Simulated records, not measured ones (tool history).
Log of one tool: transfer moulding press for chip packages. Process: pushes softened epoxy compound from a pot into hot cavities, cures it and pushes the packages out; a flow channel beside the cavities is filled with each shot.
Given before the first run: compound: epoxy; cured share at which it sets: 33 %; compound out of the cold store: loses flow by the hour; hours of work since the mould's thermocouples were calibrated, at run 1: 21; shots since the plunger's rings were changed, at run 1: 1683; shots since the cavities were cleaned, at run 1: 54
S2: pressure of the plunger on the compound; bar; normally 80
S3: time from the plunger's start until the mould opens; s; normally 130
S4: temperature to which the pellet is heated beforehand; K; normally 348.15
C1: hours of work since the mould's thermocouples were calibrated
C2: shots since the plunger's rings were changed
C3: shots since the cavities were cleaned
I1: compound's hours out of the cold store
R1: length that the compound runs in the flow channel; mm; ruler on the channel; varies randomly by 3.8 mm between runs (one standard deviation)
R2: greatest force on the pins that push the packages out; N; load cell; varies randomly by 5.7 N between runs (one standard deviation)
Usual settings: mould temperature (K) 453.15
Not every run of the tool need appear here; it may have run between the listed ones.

Run 1, hour 0: usual settings; C1 21; C2 1683; C3 54; I1 25.8. Result: R1 873 mm, R2 199 N.
Run 2, hour 38.6: usual settings; C1 43; C2 1996; C3 367; I1 18.7. Result: R1 892 mm, R2 209 N.
At hour 59.4: cavities cleaned with cleaning compound and waxed.
At hour 122.6: cavities cleaned with cleaning compound and waxed.
Run 3, hour 122.6: usual settings; C1 89; C2 2655; C3 0; I1 36.7. Result: R1 852 mm, R2 203 N.
At hour 191.8: plunger's sealing rings changed.
At hour 193.3: cavities cleaned with cleaning compound and waxed.
Run 4, hour 198.9: usual settings but S3 119 s; C1 129; C2 46; C3 46; I1 9.4. Result: R1 921 mm, R2 217 N.
At hour 262.4: cavities cleaned with cleaning compound and waxed.
Run 5, hour 262.4: usual settings but S4 351.15 K; C1 164; C2 550; C3 0; I1 34.1. Result: R1 861 mm, R2 194 N.
At hour 328.4: cavities cleaned with cleaning compound and waxed.
Run 6, hour 347.4: usual settings but S4 351.15 K; C1 211; C2 1228; C3 154; I1 29. Result: R1 872 mm, R2 202 N.
At hour 394.4: cavities cleaned with cleaning compound and waxed.
Run 7, hour 425.7: usual settings; C1 255; C2 1852; C3 254; I1 40.8. Result: R1 850 mm, R2 195 N.
At hour 459: cavities cleaned with cleaning compound and waxed.
Run 8, hour 509.4: usual settings; C1 301; C2 2521; C3 410; I1 47.1. Result: R1 832 mm, R2 202 N.
At hour 522.2: cavities cleaned with cleaning compound and waxed.
At hour 591.7: cavities cleaned with cleaning compound and waxed.
Run 9, hour 593: usual settings; C1 347; C2 3176; C3 11; I1 19.2. Result: R1 891 mm, R2 214 N.
At hour 599.2: plunger's sealing rings changed.
At hour 662.1: cavities cleaned with cleaning compound and waxed.
Run 10, hour 664.6: usual settings; C1 385; C2 520; C3 21; I1 43.7. Result: R1 840 mm, R2 208 N.
At hour 726.8: cavities cleaned with cleaning compound and waxed.
Run 11, hour 745: usual settings; C1 429; C2 1161; C3 148; I1 25.4. Result: R1 880 mm, R2 203 N.
Run 12, hour 786.3: usual settings; C1 453; C2 1497; C3 484; I1 45.7. Result: R1 837 mm, R2 201 N.
At hour 795.1: cavities cleaned with cleaning compound and waxed.
Run 13, hour 844.7: usual settings but S4 350.15 K; C1 485; C2 1960; C3 404; I1 40.7. Result: R1 847 mm, R2 197 N.
At hour 863.1: cavities cleaned with cleaning compound and waxed.
At hour 926.7: cavities cleaned with cleaning compound and waxed.
Run 14, hour 927.3: usual settings but S3 112 s; C1 530; C2 2606; C3 5; I1 21.8. Result: R1 885 mm, R2 246 N.
At hour 969.9: mould's thermocouples calibrated.
At hour 995.8: cavities cleaned with cleaning compound and waxed.
At hour 1005.7: plunger's sealing rings changed.
Run 15, hour 1005.7: usual settings but mould temperature (K) 454.15, S2 84.2 bar, S3 112 s; C1 18; C2 0; C3 60; I1 37.7. Result: R1 871 mm, R2 228 N.
At hour 1063.2: cavities cleaned with cleaning compound and waxed.
Run 16, hour 1079.8: usual settings but S2 71.3 bar, S3 129 s, S4 351.15 K; C1 59; C2 590; C3 135; I1 8.9. Result: R1 867 mm, R2 199 N.
Run 17, hour 1123.7: usual settings but mould temperature (K) 457.15, S2 71.3 bar, S3 150 s, S4 351.15 K; C1 84; C2 946; C3 491; I1 44.3. Result: R1 782 mm, R2 192 N.
At hour 1131.1: cavities cleaned with cleaning compound and waxed.
Run 18, hour 1172.9: usual settings but mould temperature (K) 459.15, S2 84.5 bar, S3 121 s, S4 357.15 K; C1 111; C2 1335; C3 340; I1 43.7. Result: R1 843 mm, R2 189 N.
At hour 1198.2: cavities cleaned with cleaning compound and waxed.
Run 19, hour 1212.8: usual settings but mould temperature (K) 459.15, S2 84.5 bar, S3 121 s, S4 357.15 K; C1 132; C2 1646; C3 118; I1 8.3. Result: R1 929 mm, R2 192 N.
At hour 1264.3: cavities cleaned with cleaning compound and waxed.
Run 20, hour 1270: usual settings but mould temperature (K) 459.15, S2 84.5 bar, S3 121 s, S4 357.15 K; C1 164; C2 2100; C3 46; I1 31.7. Result: R1 873 mm, R2 199 N.
Run 21, hour 1319.2: usual settings but mould temperature (K) 460.15, S2 84.5 bar, S3 121 s, S4 357.15 K; C1 191; C2 2499; C3 445; I1 15.1. Result: R1 904 mm, R2 190 N.
At hour 1334.3: cavities cleaned with cleaning compound and waxed.
Run 22, hour 1388: usual settings but mould temperature (K) 457.15; C1 229; C2 3047; C3 437; I1 47.5. Result: R1 818 mm, R2 194 N.
At hour 1399.4: cavities cleaned with cleaning compound and waxed.
At hour 1413.4: plunger's sealing rings changed.
Run 23, hour 1426.8: usual settings but mould temperature (K) 457.15; C1 249; C2 110; C3 203; I1 16.8. Result: R1 889 mm, R2 191 N.
At hour 1468.5: cavities cleaned with cleaning compound and waxed.
Run 24, hour 1496: usual settings but mould temperature (K) 461.15, S3 115 s, S4 351.15 K; C1 287; C2 660; C3 224; I1 46. Result: R1 815 mm, R2 185 N.
At hour 1531.8: cavities cleaned with cleaning compound and waxed.
Run 25, hour 1543.6: usual settings but mould temperature (K) 449.15, S2 98.2 bar; C1 313; C2 1035; C3 96; I1 22.2. Result: R1 1001 mm, R2 221 N.
At hour 1598.6: cavities cleaned with cleaning compound and waxed.
Run 26, hour 1617.9: usual settings but mould temperature (K) 460.15, S2 98.2 bar, S3 133 s, S4 347.15 K; C1 354; C2 1627; C3 158; I1 37.5. Result: R1 923 mm, R2 191 N.

4 ways to go on from here, each from the tool as it stands after run 26. What would each give?
At hour 1663.7: cavities cleaned with cleaning compound and waxed.
Run A, hour 1684.8: usual settings but S2 97.7 bar, S4 358.15 K; C1 391; C2 2158; C3 171; I1 17.5. Result: R1 ?, R2 ?.
At hour 1663.7: cavities cleaned with cleaning compound and waxed.
Run B, hour 1684.8: usual settings but mould temperature (K) 460.15, S2 95.1 bar, S3 133 s, S4 347.15 K; C1 391; C2 2158; C3 171; I1 28.7. Result: R1 ?, R2 ?.
At hour 1663.7: cavities cleaned with cleaning compound and waxed.
Run C, hour 1684.8: usual settings but mould temperature (K) 460.15, S2 84.6 bar, S3 133 s, S4 339.15 K; C1 391; C2 2158; C3 171; I1 43.4. Result: R1 ?, R2 ?.
At hour 1663.7: cavities cleaned with cleaning compound and waxed.
Run D, hour 1684.8: usual settings but mould temperature (K) 459.15, S2 98.2 bar, S3 133 s, S4 347.15 K; C1 391; C2 2158; C3 171; I1 23.9. Result: R1 ?, R2 ?.

run   R1   R2
  A  983  192
  B  923  196
  C  841  186
  D  959  190
What these runs would have given with no unlogged condition in the tool:
run   R1   R2
  A  983  192
  B  924  196
  C  842  185
  D  960  189
